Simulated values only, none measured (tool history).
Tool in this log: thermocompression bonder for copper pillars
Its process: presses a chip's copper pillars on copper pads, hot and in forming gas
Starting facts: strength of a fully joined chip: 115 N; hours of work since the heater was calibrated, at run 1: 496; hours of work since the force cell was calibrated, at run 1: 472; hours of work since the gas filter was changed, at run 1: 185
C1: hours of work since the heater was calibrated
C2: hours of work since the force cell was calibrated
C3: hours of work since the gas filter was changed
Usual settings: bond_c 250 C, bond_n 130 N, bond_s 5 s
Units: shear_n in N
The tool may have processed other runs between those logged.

{"run": 1, "hour": 0.0, "bond_c": 250, "bond_n": 130, "bond_s": 5, "C1": 496, "C2": 472, "C3": 185, "shear_n": 43.0}
{"run": 2, "hour": 23.1, "bond_c": 250, "bond_n": 130, "bond_s": 5, "C1": 507, "C2": 482, "C3": 196, "shear_n": 41.7}
{"run": 3, "hour": 41.0, "bond_c": 250, "bond_n": 130, "bond_s": 5, "C1": 515, "C2": 491, "C3": 204, "shear_n": 42.4}
{"run": 4, "hour": 65.1, "bond_c": 250, "bond_n": 130, "bond_s": 7, "C1": 526, "C2": 502, "C3": 215, "shear_n": 47.7}
{"run": 5, "hour": 82.2, "bond_c": 250, "bond_n": 130, "bond_s": 7, "C1": 534, "C2": 510, "C3": 223, "shear_n": 48.2}
{"hour": 88.1, "done": "forming gas filter changed"}
{"run": 6, "hour": 101.4, "bond_c": 250, "bond_n": 130, "bond_s": 7, "C1": 543, "C2": 519, "C3": 6, "shear_n": 50.5}
{"run": 7, "hour": 118.7, "bond_c": 250, "bond_n": 130, "bond_s": 7, "C1": 551, "C2": 527, "C3": 14, "shear_n": 49.0}
{"run": 8, "hour": 150.5, "bond_c": 254, "bond_n": 130, "bond_s": 11, "C1": 566, "C2": 542, "C3": 29, "shear_n": 61.8}
{"run": 9, "hour": 173.6, "bond_c": 245, "bond_n": 102, "bond_s": 13, "C1": 577, "C2": 552, "C3": 40, "shear_n": 48.5}
{"run": 10, "hour": 202.0, "bond_c": 247, "bond_n": 135, "bond_s": 8, "C1": 590, "C2": 566, "C3": 53, "shear_n": 50.6}
{"run": 11, "hour": 220.5, "bond_c": 247, "bond_n": 135, "bond_s": 8, "C1": 599, "C2": 574, "C3": 62, "shear_n": 51.7}
{"run": 12, "hour": 245.0, "bond_c": 247, "bond_n": 135, "bond_s": 8, "C1": 610, "C2": 586, "C3": 73, "shear_n": 50.5}

Hidden condition of the tool, last listed run before each entry between runs versus first listed run after:
Logged between run 5 and run 6: forming gas filter changed (hour 88.1)
  true temperature of the bond over the reading, C: -6.9 -> -7.1; oxide that the forming gas leaves, % of the face: 6.8 -> 0.75
  measured value less the no-hidden-state value, shear_n: -7.8 -> -4.8 N
